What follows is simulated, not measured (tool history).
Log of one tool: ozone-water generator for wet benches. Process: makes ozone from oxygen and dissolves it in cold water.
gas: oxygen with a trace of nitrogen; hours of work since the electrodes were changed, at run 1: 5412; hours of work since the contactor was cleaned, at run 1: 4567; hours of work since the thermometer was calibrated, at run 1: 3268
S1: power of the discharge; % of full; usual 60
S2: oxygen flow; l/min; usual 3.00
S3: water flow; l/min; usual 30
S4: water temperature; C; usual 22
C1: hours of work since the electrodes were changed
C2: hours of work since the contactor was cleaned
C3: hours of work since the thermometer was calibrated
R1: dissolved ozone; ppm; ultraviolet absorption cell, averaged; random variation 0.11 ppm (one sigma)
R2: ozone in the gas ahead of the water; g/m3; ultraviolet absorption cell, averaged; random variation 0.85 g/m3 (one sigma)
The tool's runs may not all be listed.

run 1 hour=0.0 | S1=60 S2=3.00 S3=30 S4=22 | C1=5412 C2=4567 C3=3268 | R1=7.2 R2=116.6
run 2 hour=99.6 | S1=60 S2=3.00 S3=30 S4=22 | C1=5500 C2=4655 C3=3357 | R1=7.2 R2=115.8
run 3 hour=224.9 | S1=60 S2=3.00 S3=30 S4=22 | C1=5611 C2=4766 C3=3467 | R1=7.3 R2=115.6
run 4 hour=396.0 | S1=60 S2=3.00 S3=33 S4=22 | C1=5762 C2=4917 C3=3619 | R1=6.4 R2=114.9
run 5 hour=572.4 | S1=60 S2=3.00 S3=33 S4=22 | C1=5918 C2=5073 C3=3775 | R1=6.6 R2=115.9
run 6 hour=705.8 | S1=60 S2=3.00 S3=33 S4=22 | C1=6036 C2=5191 C3=3893 | R1=6.4 R2=114.5
run 7 hour=866.0 | S1=60 S2=3.00 S3=33 S4=26 | C1=6178 C2=5333 C3=4035 | R1=6.3 R2=114.2
run 8 hour=1057.4 | S1=60 S2=3.00 S3=33 S4=26 | C1=6347 C2=5502 C3=4204 | R1=6.2 R2=113.8
run 9 hour=1163.5 | S1=60 S2=3.56 S3=30 S4=22 | C1=6441 C2=5596 C3=4298 | R1=7.1 R2=101.0
-- hour=1286.0 water thermometer calibrated
run 10 hour=1354.8 | S1=60 S2=3.56 S3=30 S4=22 | C1=6610 C2=5765 C3=61 | R1=7.1 R2=101.6
run 11 hour=1553.1 | S1=87 S2=3.56 S3=32 S4=14 | C1=6785 C2=5940 C3=236 | R1=8.8 R2=127.2
run 12 hour=1644.0 | S1=44 S2=3.00 S3=41 S4=22 | C1=6866 C2=6021 C3=317 | R1=4.1 R2=91.9
-- hour=1674.5 contactor cleaned
run 13 hour=1739.2 | S1=52 S2=2.47 S3=41 S4=18 | C1=6947 C2=57 C3=397 | R1=4.7 R2=113.9
run 14 hour=1926.3 | S1=57 S2=2.60 S3=30 S4=15 | C1=7112 C2=223 C3=563 | R1=7.0 R2=118.7
run 15 hour=2031.6 | S1=61 S2=3.00 S3=20 S4=19 | C1=7205 C2=316 C3=656 | R1=10.2 R2=110.6
run 16 hour=2210.7 | S1=60 S2=3.00 S3=38 S4=15 | C1=7364 C2=474 C3=814 | R1=5.9 R2=109.9
run 17 hour=2293.4 | S1=60 S2=3.00 S3=28 S4=22 | C1=7437 C2=547 C3=888 | R1=7.4 R2=108.6

Measured less the same run without the tool's hidden state. The same run-to-run variation is in both; the gauge's scatter may not be:
The hidden state here: yield of the discharge, % of new electrodes'; contactor's efficiency, % of a clean one's; true water temperature over the reading, C; drift of the gauge itself on ozone_ppm, %; drift of the gauge itself on gas_g_m3, %.
run=1 R1=-1.3 R2=-19.6
run=2 R1=-1.4 R2=-19.9
run=3 R1=-1.4 R2=-20.3
run=4 R1=-1.4 R2=-20.9
run=5 R1=-1.3 R2=-21.5
run=6 R1=-1.4 R2=-21.7
run=7 R1=-1.4 R2=-22.3
run=8 R1=-1.4 R2=-23.1
run=9 R1=-1.6 R2=-20.9
run=10 R1=-1.7 R2=-21.5
run=11 R1=-2.8 R2=-37.3
run=12 R1=-0.8 R2=-15.2
run=13 R1=-1.0 R2=-22.8
run=14 R1=-1.5 R2=-26.6
run=15 R1=-2.4 R2=-26.4
run=16 R1=-1.4 R2=-26.8
run=17 R1=-1.8 R2=-26.7
